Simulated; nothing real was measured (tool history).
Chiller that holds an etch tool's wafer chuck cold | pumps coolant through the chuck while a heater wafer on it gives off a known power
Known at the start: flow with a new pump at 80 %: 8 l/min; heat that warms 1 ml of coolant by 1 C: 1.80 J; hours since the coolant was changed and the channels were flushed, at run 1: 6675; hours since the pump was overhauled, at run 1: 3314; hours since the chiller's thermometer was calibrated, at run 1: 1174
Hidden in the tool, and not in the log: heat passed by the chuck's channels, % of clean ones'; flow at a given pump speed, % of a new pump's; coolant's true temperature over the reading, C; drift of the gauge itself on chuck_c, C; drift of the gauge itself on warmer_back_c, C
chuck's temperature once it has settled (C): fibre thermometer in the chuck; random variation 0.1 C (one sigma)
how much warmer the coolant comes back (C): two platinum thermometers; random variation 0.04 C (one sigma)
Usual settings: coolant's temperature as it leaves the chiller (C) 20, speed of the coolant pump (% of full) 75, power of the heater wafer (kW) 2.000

| run | hour | coolant's temperature as it leaves the chiller (C) | speed of the coolant pump (% of full) | power of the heater wafer (kW) | hours since the coolant was changed and the channels were flushed | hours since the pump was overhauled | hours since the chiller's thermometer was calibrated | chuck's temperature once it has settled (C) | how much warmer the coolant comes back (C) |
|---|---|---|---|---|---|---|---|---|---|
| 1 | 0.0 | 20 | 75 | 2.000 | 6675 | 3314 | 1174 | 46.0 | 8.96 |
| 2 | 51.5 | 20 | 75 | 2.000 | 6727 | 3366 | 1226 | 45.9 | 8.91 |
| 3 | 114.1 | 17 | 75 | 2.000 | 6790 | 3428 | 1288 | 43.0 | 8.85 |
| 4 | 207.3 | 17 | 75 | 2.000 | 6883 | 3522 | 1382 | 43.0 | 8.96 |
| 5 | 278.7 | 17 | 75 | 2.000 | 6954 | 3593 | 1453 | 43.0 | 8.99 |
| 6 | 333.4 | 17 | 75 | 2.000 | 7009 | 3648 | 1508 | 42.7 | 9.00 |
| 7 | 388.0 | 17 | 75 | 2.000 | 7064 | 3702 | 1562 | 42.8 | 9.08 |
| 8 | 459.0 | 20 | 75 | 2.000 | 7134 | 3773 | 1633 | 45.9 | 9.07 |
| 9 | 548.6 | 20 | 75 | 2.000 | 7224 | 3863 | 1723 | 46.0 | 9.12 |
| 10 | 627.4 | 20 | 75 | 2.000 | 7303 | 3942 | 1802 | 46.0 | 9.08 |
| 11 | 706.3 | 20 | 75 | 2.000 | 7382 | 4021 | 1881 | 45.9 | 9.04 |
| 12 | 769.3 | 20 | 75 | 2.000 | 7445 | 4084 | 1944 | 45.9 | 9.06 |
| 13 | 866.2 | 14 | 65 | 1.004 | 7542 | 4181 | 2041 | 28.7 | 5.38 |
| 14 | 958.1 | 20 | 98 | 1.979 | 7634 | 4272 | 2132 | 40.9 | 7.06 |
| 15 | 1012.3 | 10 | 81 | 1.979 | 7688 | 4327 | 2187 | 34.4 | 8.45 |
| 16 | 1064.4 | 19 | 75 | 1.328 | 7740 | 4379 | 2239 | 36.1 | 6.24 |
| 17 | 1157.8 | 27 | 71 | 1.788 | 7833 | 4472 | 2332 | 51.2 | 8.72 |
| 18 | 1215.4 | 23 | 81 | 2.000 | 7891 | 4530 | 2390 | 47.6 | 8.54 |
| 19 | 1284.4 | 19 | 91 | 1.391 | 7960 | 4599 | 2459 | 34.5 | 5.48 |
| 20 | 1353.1 | 13 | 70 | 2.000 | 8029 | 4667 | 2527 | 40.3 | 9.93 |
| 21 | 1432.5 | 13 | 70 | 2.000 | 8108 | 4747 | 2607 | 40.3 | 9.98 |
| 22 | 1530.3 | 13 | 70 | 2.000 | 8206 | 4845 | 2705 | 40.4 | 9.94 |
| 23 | 1611.4 | 19 | 91 | 1.197 | 8287 | 4926 | 2786 | 32.5 | 4.91 |

Forecast each of these 4 alternatives for the next run:
|  | 1619.2 | chiller's thermometer calibrated |
| A | 1654.7 | 10 | 99 | 1.197 | 8329 | 4968 | 35 | ? | ? |
|  | 1619.2 | chiller's thermometer calibrated |
| B | 1654.7 | 19 | 79 | 1.197 | 8329 | 4968 | 35 | ? | ? |
|  | 1619.2 | chiller's thermometer calibrated |
| C | 1654.7 | 20 | 73 | 2.324 | 8329 | 4968 | 35 | ? | ? |
|  | 1619.2 | chiller's thermometer calibrated |
| D | 1654.7 | 14 | 75 | 2.000 | 8329 | 4968 | 35 | ? | ? |

| run | chuck's temperature once it has settled (C) | how much warmer the coolant comes back (C) |
|---|---|---|
| A | 22.5 | 4.54 |
| B | 33.8 | 5.50 |
| C | 50.8 | 11.09 |
| D | 40.0 | 9.37 |
Without the tool's hidden state the same runs would have given:
| run | chuck's temperature once it has settled (C) | how much warmer the coolant comes back (C) |
|---|---|---|
| A | 22.5 | 4.09 |
| B | 33.8 | 5.04 |
| C | 50.8 | 10.63 |
| D | 40.0 | 8.92 |
